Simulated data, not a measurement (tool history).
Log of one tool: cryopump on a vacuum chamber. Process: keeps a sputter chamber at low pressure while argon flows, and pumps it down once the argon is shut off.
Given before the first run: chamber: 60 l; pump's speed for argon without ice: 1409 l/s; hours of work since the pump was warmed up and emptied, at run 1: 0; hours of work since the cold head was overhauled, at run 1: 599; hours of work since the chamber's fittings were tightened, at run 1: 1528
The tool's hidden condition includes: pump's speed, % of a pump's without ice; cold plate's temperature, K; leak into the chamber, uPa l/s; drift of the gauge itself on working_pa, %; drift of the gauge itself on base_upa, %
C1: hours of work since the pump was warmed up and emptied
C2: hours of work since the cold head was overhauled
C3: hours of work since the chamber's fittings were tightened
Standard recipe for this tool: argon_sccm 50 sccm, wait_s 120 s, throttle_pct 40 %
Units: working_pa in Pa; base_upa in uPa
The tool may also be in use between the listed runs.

run 1 hour=0.0 | argon_sccm=50 wait_s=120 throttle_pct=40 | C1=0 C2=599 C3=1528 | working_pa=0.1508 base_upa=2.60
run 2 hour=57.4 | argon_sccm=50 wait_s=120 throttle_pct=40 | C1=49 C2=648 C3=1577 | working_pa=0.1522 base_upa=2.76
run 3 hour=129.4 | argon_sccm=50 wait_s=120 throttle_pct=40 | C1=111 C2=709 C3=1638 | working_pa=0.1541 base_upa=2.80
run 4 hour=193.9 | argon_sccm=75 wait_s=120 throttle_pct=40 | C1=166 C2=765 C3=1693 | working_pa=0.2326 base_upa=2.98
run 5 hour=271.3 | argon_sccm=75 wait_s=120 throttle_pct=40 | C1=232 C2=831 C3=1759 | working_pa=0.2361 base_upa=3.09
run 6 hour=323.4 | argon_sccm=75 wait_s=156 throttle_pct=40 | C1=276 C2=875 C3=1804 | working_pa=0.2407 base_upa=3.12
run 7 hour=361.2 | argon_sccm=75 wait_s=156 throttle_pct=40 | C1=309 C2=908 C3=1836 | working_pa=0.2396 base_upa=3.31
run 8 hour=412.9 | argon_sccm=50 wait_s=120 throttle_pct=40 | C1=353 C2=952 C3=1880 | working_pa=0.1610 base_upa=3.44
run 9 hour=476.3 | argon_sccm=23 wait_s=55 throttle_pct=51 | C1=407 C2=1006 C3=1935 | working_pa=0.0607 base_upa=4.21
run 10 hour=535.6 | argon_sccm=23 wait_s=55 throttle_pct=51 | C1=458 C2=1057 C3=1985 | working_pa=0.0619 base_upa=4.47
run 11 hour=609.7 | argon_sccm=23 wait_s=55 throttle_pct=29 | C1=521 C2=1120 C3=2049 | working_pa=0.1039 base_upa=4.61
-- hour=649.4 pump warmed up, emptied and cooled again
run 12 hour=652.0 | argon_sccm=23 wait_s=55 throttle_pct=29 | C1=2 C2=1152 C3=2081 | working_pa=0.0962 base_upa=3.72
-- hour=671.2 leaking fittings of the chamber tightened, without venting
run 13 hour=707.8 | argon_sccm=68 wait_s=26 throttle_pct=57 | C1=48 C2=1198 C3=31 | working_pa=0.1457 base_upa=2.39
run 14 hour=775.9 | argon_sccm=68 wait_s=26 throttle_pct=57 | C1=106 C2=1256 C3=89 | working_pa=0.1488 base_upa=2.46
run 15 hour=846.3 | argon_sccm=50 wait_s=27 throttle_pct=40 | C1=167 C2=1316 C3=150 | working_pa=0.1564 base_upa=2.50

Per-run results on a tool with no hidden state, each run keeping its own random variation:
run=1 working_pa=0.1503 base_upa=0.68
run=2 working_pa=0.1502 base_upa=0.72
run=3 working_pa=0.1502 base_upa=0.66
run=4 working_pa=0.2239 base_upa=0.66
run=5 working_pa=0.2241 base_upa=0.66
run=6 working_pa=0.2263 base_upa=0.56
run=7 working_pa=0.2235 base_upa=0.59
run=8 working_pa=0.1487 base_upa=0.66
run=9 working_pa=0.0540 base_upa=1.21
run=10 working_pa=0.0542 base_upa=1.25
run=11 working_pa=0.0949 base_upa=1.22
run=12 working_pa=0.0957 base_upa=1.18
run=13 working_pa=0.1425 base_upa=2.33
run=14 working_pa=0.1431 base_upa=2.32
run=15 working_pa=0.1504 base_upa=2.27
